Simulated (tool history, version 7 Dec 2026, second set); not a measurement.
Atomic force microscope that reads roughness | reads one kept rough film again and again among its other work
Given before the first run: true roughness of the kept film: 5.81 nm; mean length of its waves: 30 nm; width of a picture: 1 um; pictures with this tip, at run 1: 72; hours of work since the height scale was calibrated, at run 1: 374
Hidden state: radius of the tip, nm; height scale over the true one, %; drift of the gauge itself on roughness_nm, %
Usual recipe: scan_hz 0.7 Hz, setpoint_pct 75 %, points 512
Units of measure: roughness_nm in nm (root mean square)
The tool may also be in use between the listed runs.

| run | hour | scan_hz | setpoint_pct | points | pictures with this tip | hours of work since the height scale was calibrated | roughness_nm |
|---|---|---|---|---|---|---|---|
| 1 | 0 | 0.7 | 75 | 512 | 72 | 374 | 3.236 |
|  | 45 | new tip fitted |
| 2 | 62.1 | 0.7 | 75 | 944 | 36 | 420 | 3.839 |
| 3 | 103.9 | 0.7 | 75 | 944 | 122 | 451 | 3.043 |
|  | 125.9 | new tip fitted |
| 4 | 157.3 | 0.7 | 75 | 944 | 64 | 491 | 3.48 |
|  | 208.8 | new tip fitted |
| 5 | 234.8 | 0.7 | 56 | 944 | 54 | 548 | 3.725 |
| 6 | 284.1 | 0.563 | 75 | 512 | 155 | 585 | 2.737 |
|  | 288.8 | new tip fitted |
| 7 | 362.4 | 0.563 | 75 | 512 | 152 | 644 | 2.736 |
|  | 370.4 | new tip fitted |
| 8 | 430.2 | 0.563 | 75 | 512 | 123 | 694 | 2.885 |
|  | 451.9 | new tip fitted |
| 9 | 511.5 | 0.7 | 56 | 512 | 122 | 754 | 2.991 |
|  | 534.4 | new tip fitted |
| 10 | 547.9 | 2.952 | 56 | 512 | 27 | 781 | 3.795 |
| 11 | 588.9 | 2.952 | 56 | 857 | 112 | 812 | 3 |
|  | 620.6 | new tip fitted |
| 12 | 658.7 | 2.952 | 82 | 857 | 78 | 864 | 2.6 |
|  | 703.1 | new tip fitted |
| 13 | 703.1 | 2.952 | 82 | 857 | 0 | 897 | 3.398 |
| 14 | 753.3 | 2.952 | 82 | 857 | 103 | 934 | 2.385 |
|  | 783 | new tip fitted |
| 15 | 793.4 | 0.7 | 75 | 512 | 22 | 964 | 3.908 |
|  | 863 | new tip fitted |
| 16 | 863 | 0.7 | 75 | 512 | 0 | 1015 | 4.286 |
| 17 | 914 | 0.7 | 85 | 512 | 105 | 1054 | 2.932 |
|  | 943.8 | new tip fitted |
| 18 | 985.8 | 0.7 | 85 | 512 | 86 | 1107 | 3.039 |
|  | 1023.9 | new tip fitted |
| 19 | 1023.9 | 2.207 | 74 | 267 | 0 | 1135 | 3.813 |

Predict the results of run 20:
| 20 | 1078.9 | 0.784 | 59 | 288 | 113 | 1176 | ? |

roughness_nm: 3.091 nm (root mean square)
With the hidden condition absent and the run-to-run variation left alone, this run would have shown roughness_nm 4.465 nm (root mean square).
